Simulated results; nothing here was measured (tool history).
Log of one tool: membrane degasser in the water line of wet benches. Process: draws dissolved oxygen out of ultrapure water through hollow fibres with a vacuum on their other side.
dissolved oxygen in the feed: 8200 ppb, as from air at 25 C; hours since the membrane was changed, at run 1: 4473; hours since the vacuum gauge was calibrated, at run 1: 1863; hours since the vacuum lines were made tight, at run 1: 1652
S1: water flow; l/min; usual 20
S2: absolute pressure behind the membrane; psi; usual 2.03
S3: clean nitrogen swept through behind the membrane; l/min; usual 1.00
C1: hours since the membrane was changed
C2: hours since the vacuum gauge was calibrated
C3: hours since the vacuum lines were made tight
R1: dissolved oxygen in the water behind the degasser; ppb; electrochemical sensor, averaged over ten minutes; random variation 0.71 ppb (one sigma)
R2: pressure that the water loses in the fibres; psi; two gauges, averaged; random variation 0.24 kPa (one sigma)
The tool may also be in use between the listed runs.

run,hour,S1,S2,S3,C1,C2,C3,R1,R2
1,0.0,20,2.03,1.00,4473,1863,1652,474.3,9.503
2,115.7,20,2.03,0.76,4589,1979,1768,592.7,9.461
3,222.7,20,3.13,1.00,4696,2086,1875,770.0,9.480
4,330.8,22,2.03,1.00,4804,2194,1983,521.6,10.354
5,451.7,22,2.03,1.00,4925,2315,2104,519.7,10.360
6,591.4,22,2.03,1.00,5065,2454,2243,520.6,10.377
7,699.5,20,2.03,1.00,5173,2563,2351,474.6,9.474
8,837.2,20,2.03,1.00,5310,2700,2489,477.2,9.490
9,905.9,20,2.03,1.00,5379,2769,2558,477.5,9.488
10,1041.4,22,2.03,1.00,5514,2904,2693,524.3,10.437
11,1124.0,22,2.03,1.00,5597,2987,2776,521.6,10.434
# hour 1161.4: vacuum gauge calibrated
12,1185.0,23,2.03,1.00,5658,24,2836,546.8,10.892
13,1293.4,23,2.84,1.00,5766,132,2945,791.0,10.897
14,1417.8,23,2.84,1.00,5890,256,3069,791.1,10.997
15,1488.8,20,2.03,1.00,5961,327,3140,479.8,9.491
16,1607.2,20,2.09,1.00,6080,446,3259,495.8,9.464
17,1749.9,22,4.70,0.54,6222,588,3401,1940.6,10.438
# hour 1820.6: vacuum gauge calibrated, once more
18,1836.6,22,4.70,0.54,6309,16,3488,1927.7,10.472
19,1913.3,20,2.65,0.50,6385,93,3564,1090.0,9.564
20,2055.7,25,4.76,0.54,6528,235,3707,2120.0,11.867
21,2128.3,30,2.03,0.56,6600,308,3779,1038.6,14.289
22,2190.7,30,2.03,0.56,6663,370,3842,1035.1,14.256
23,2330.1,27,3.84,0.45,6802,509,3981,2071.0,12.933
24,2465.4,19,2.15,1.49,6937,645,4116,341.5,9.059
25,2604.6,19,1.60,1.49,7077,784,4256,235.7,9.049
26,2712.1,19,3.35,0.41,7184,892,4363,1529.3,9.071
27,2779.1,18,2.93,0.79,7251,959,4430,789.2,8.593
28,2840.5,18,2.00,0.79,7313,1020,4491,510.5,8.562
29,2947.9,17,2.00,1.72,7420,1127,4599,247.4,8.129
30,3051.5,17,2.00,1.72,7524,1231,4702,248.6,8.132
31,3147.2,20,3.23,0.78,7619,1327,4798,965.3,9.572

Some steps in R1 between neighbouring runs. How much of each would the tool show without its hidden state too (settings, what came in, random variation), and how much is left for the hidden state, with any gauge scatter that isn't in both results?
The hidden state here: membrane still open, %; true pressure behind the membrane over the reading, kPa; air that leaks in behind the membrane, l/min; drift of the gauge itself on oxygen_ppb, %; drift of the gauge itself on loss_of_pressure_kpa, %.
Run 16 -> 17: S1 20 -> 22, S2 2.09 -> 4.70, S3 1.00 -> 0.54. R1 +1444.8 ppb: hidden state +4.6, all else +1440.2.
Run 17 -> 18: vacuum gauge calibrated, once more. R1 -12.9 ppb: hidden state -15.9, all else +3.0.
Run 23 -> 24: S1 27 -> 19, S2 3.84 -> 2.15, S3 0.45 -> 1.49. R1 -1729.5 ppb: hidden state +0.2, all else -1729.7.
Run 25 -> 26: S2 1.60 -> 3.35, S3 1.49 -> 0.41. R1 +1293.6 ppb: hidden state +0.3, all else +1293.3.
Run 30 -> 31: S1 17 -> 20, S2 2.00 -> 3.23, S3 1.72 -> 0.78. R1 +716.7 ppb: hidden state +3.0, all else +713.7.
